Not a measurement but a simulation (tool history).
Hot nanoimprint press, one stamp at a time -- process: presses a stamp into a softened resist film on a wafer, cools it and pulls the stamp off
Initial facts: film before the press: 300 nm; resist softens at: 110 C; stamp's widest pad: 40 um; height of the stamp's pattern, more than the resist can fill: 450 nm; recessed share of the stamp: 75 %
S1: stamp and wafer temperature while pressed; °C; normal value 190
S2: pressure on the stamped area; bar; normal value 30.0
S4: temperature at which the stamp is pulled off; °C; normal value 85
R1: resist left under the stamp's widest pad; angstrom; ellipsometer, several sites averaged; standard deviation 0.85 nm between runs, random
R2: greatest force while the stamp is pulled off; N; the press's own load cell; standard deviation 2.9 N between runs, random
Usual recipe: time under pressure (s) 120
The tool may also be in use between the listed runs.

{"run": 1, "day": 0.0, "S1": 190, "S2": 30.0, "time under pressure (s)": 120, "S4": 85, "R1": 1784, "R2": 163}
{"run": 2, "day": 1.662, "S1": 190, "S2": 30.0, "time under pressure (s)": 92, "S4": 85, "R1": 1923, "R2": 171}
{"day": 3.829, "done": "stamp cleaned and given a new release coat"}
{"run": 3, "day": 3.829, "S1": 190, "S2": 34.6, "time under pressure (s)": 120, "S4": 85, "R1": 1666, "R2": 145}
{"day": 4.371, "done": "plate thermocouple calibrated"}
{"run": 4, "day": 4.95, "S1": 190, "S2": 29.9, "time under pressure (s)": 120, "S4": 85, "R1": 1727, "R2": 144}
{"run": 5, "day": 6.317, "S1": 190, "S2": 29.9, "time under pressure (s)": 120, "S4": 85, "R1": 1723, "R2": 144}
{"run": 6, "day": 7.229, "S1": 190, "S2": 29.9, "time under pressure (s)": 120, "S4": 82, "R1": 1741, "R2": 158}
{"run": 7, "day": 9.025, "S1": 190, "S2": 29.9, "time under pressure (s)": 120, "S4": 82, "R1": 1738, "R2": 169}
{"run": 8, "day": 9.912, "S1": 190, "S2": 30.9, "time under pressure (s)": 120, "S4": 85, "R1": 1726, "R2": 156}
{"run": 9, "day": 11.7, "S1": 190, "S2": 30.9, "time under pressure (s)": 120, "S4": 85, "R1": 1736, "R2": 162}
{"run": 10, "day": 13.567, "S1": 190, "S2": 18.8, "time under pressure (s)": 120, "S4": 85, "R1": 2145, "R2": 167}
{"day": 15.412, "done": "stamp cleaned and given a new release coat"}
{"run": 11, "day": 15.779, "S1": 190, "S2": 18.8, "time under pressure (s)": 120, "S4": 85, "R1": 2149, "R2": 139}
{"day": 16.2, "done": "press's hydraulic seals changed and the load cell set to zero"}
{"run": 12, "day": 17.504, "S1": 193, "S2": 18.8, "time under pressure (s)": 120, "S4": 85, "R1": 2022, "R2": 141}
{"run": 13, "day": 18.758, "S1": 187, "S2": 30.0, "time under pressure (s)": 120, "S4": 85, "R1": 1894, "R2": 146}
{"run": 14, "day": 19.675, "S1": 190, "S2": 30.0, "time under pressure (s)": 120, "S4": 85, "R1": 1773, "R2": 150}
{"run": 15, "day": 21.308, "S1": 191, "S2": 30.0, "time under pressure (s)": 120, "S4": 85, "R1": 1710, "R2": 158}
{"run": 16, "day": 22.471, "S1": 191, "S2": 30.0, "time under pressure (s)": 120, "S4": 85, "R1": 1717, "R2": 153}
{"run": 17, "day": 23.983, "S1": 200, "S2": 42.8, "time under pressure (s)": 123, "S4": 89, "R1": 1096, "R2": 155}
{"run": 18, "day": 25.392, "S1": 200, "S2": 42.8, "time under pressure (s)": 123, "S4": 89, "R1": 1105, "R2": 165}
{"day": 26.579, "done": "plate thermocouple calibrated"}
{"day": 27.238, "done": "stamp cleaned and given a new release coat"}
{"run": 19, "day": 27.512, "S1": 191, "S2": 36.5, "time under pressure (s)": 138, "S4": 84, "R1": 1450, "R2": 141}

Estimate the outcome of run 20 from the log above:
{"run": 20, "day": 29.071, "S1": 191, "S2": 36.5, "time under pressure (s)": 138, "S4": 84, "R1": "?", "R2": "?"}

{"run 20": {"R1": 1441, "R2": 146}}
If the tool had no hidden condition, the same run with the same run-to-run variation would have returned R1 1421 angstrom, R2 140 N.
